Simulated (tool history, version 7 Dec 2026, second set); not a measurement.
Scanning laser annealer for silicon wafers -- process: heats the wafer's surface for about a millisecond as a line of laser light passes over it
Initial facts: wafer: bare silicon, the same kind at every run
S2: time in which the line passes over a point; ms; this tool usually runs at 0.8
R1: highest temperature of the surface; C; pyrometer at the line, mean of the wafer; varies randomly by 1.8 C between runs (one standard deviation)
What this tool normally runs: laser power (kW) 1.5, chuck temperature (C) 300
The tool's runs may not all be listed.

Run 1, day 0: usual settings. Result: R1 1047 C.
Run 2, day 0.75: usual settings. Result: R1 1048 C.
Run 3, day 1.783: usual settings. Result: R1 1046 C.
Run 4, day 3.008: usual settings. Result: R1 1048 C.
Run 5, day 3.883: usual settings. Result: R1 1046 C.
Run 6, day 5.162: usual settings. Result: R1 1047 C.
Run 7, day 6.396: usual settings. Result: R1 1043 C.
Run 8, day 7.742: usual settings. Result: R1 1046 C.
Run 9, day 9.25: usual settings. Result: R1 1049 C.
Run 10, day 9.983: usual settings. Result: R1 1047 C.
Run 11, day 10.746: usual settings. Result: R1 1045 C.
Run 12, day 11.712: usual settings. Result: R1 1045 C.
Run 13, day 12.642: usual settings but chuck temperature (C) 286. Result: R1 1033 C.
Run 14, day 13.912: usual settings but chuck temperature (C) 286. Result: R1 1033 C.
Run 15, day 14.746: usual settings but chuck temperature (C) 286. Result: R1 1034 C.
Run 16, day 15.867: usual settings. Result: R1 1049 C.
Run 17, day 16.808: usual settings. Result: R1 1048 C.
Run 18, day 18.142: usual settings. Result: R1 1049 C.
Run 19, day 19.621: usual settings but laser power (kW) 1.648, S2 0.814 ms, chuck temperature (C) 303. Result: R1 1154 C.
Run 20, day 20.525: usual settings but S2 0.823 ms. Result: R1 1057 C.
Run 21, day 21.25: usual settings but S2 0.823 ms. Result: R1 1060 C.
Run 22, day 22.7: usual settings but S2 0.823 ms. Result: R1 1060 C.
Run 23, day 23.858: usual settings but laser power (kW) 1.319, S2 0.667 ms, chuck temperature (C) 291. Result: R1 864 C.
Run 24, day 24.942: usual settings but laser power (kW) 1.319, S2 0.667 ms, chuck temperature (C) 291. Result: R1 861 C.
Run 25, day 25.567: usual settings but laser power (kW) 1.332, S2 0.905 ms, chuck temperature (C) 282. Result: R1 968 C.
Run 26, day 26.962: usual settings but laser power (kW) 1.332, S2 0.905 ms, chuck temperature (C) 278. Result: R1 967 C.
Run 27, day 27.767: usual settings but laser power (kW) 1.314. Result: R1 928 C.
Run 28, day 28.458: usual settings but laser power (kW) 1.473, S2 0.733 ms, chuck temperature (C) 298. Result: R1 991 C.
Run 29, day 29.725: usual settings but laser power (kW) 1.473, S2 0.733 ms, chuck temperature (C) 298. Result: R1 992 C.
Run 30, day 30.404: usual settings but laser power (kW) 1.473, S2 0.733 ms, chuck temperature (C) 298. Result: R1 991 C.
Run 31, day 31.225: usual settings but laser power (kW) 1.473, S2 0.733 ms, chuck temperature (C) 298. Result: R1 990 C.
Run 32, day 32.562: usual settings but laser power (kW) 1.391, S2 0.798 ms, chuck temperature (C) 290. Result: R1 967 C.
Run 33, day 33.646: usual settings but laser power (kW) 1.391, S2 0.798 ms, chuck temperature (C) 290. Result: R1 967 C.
Run 34, day 34.283: usual settings but laser power (kW) 1.306, S2 0.827 ms, chuck temperature (C) 340. Result: R1 978 C.
Run 35, day 35.362: usual settings but laser power (kW) 1.465, S2 0.628 ms, chuck temperature (C) 281. Result: R1 914 C.

Removed from this log: 2 entries logged between the listed runs. Between which two listed runs does each belong, and how does the tool's hidden state at the listed run before it compare with that at the listed run after it?
Between runs 13 and 14: window over the wafer cleaned (day 13.075)
  light that passes the window, % of a clean one's: 99.88 -> 100
Between runs 14 and 15: optics aligned, line set to its width (day 14.525)
  light that passes the window, % of a clean one's: 100 -> 99.99; width of the line over the set one, %: 0.14 -> 0
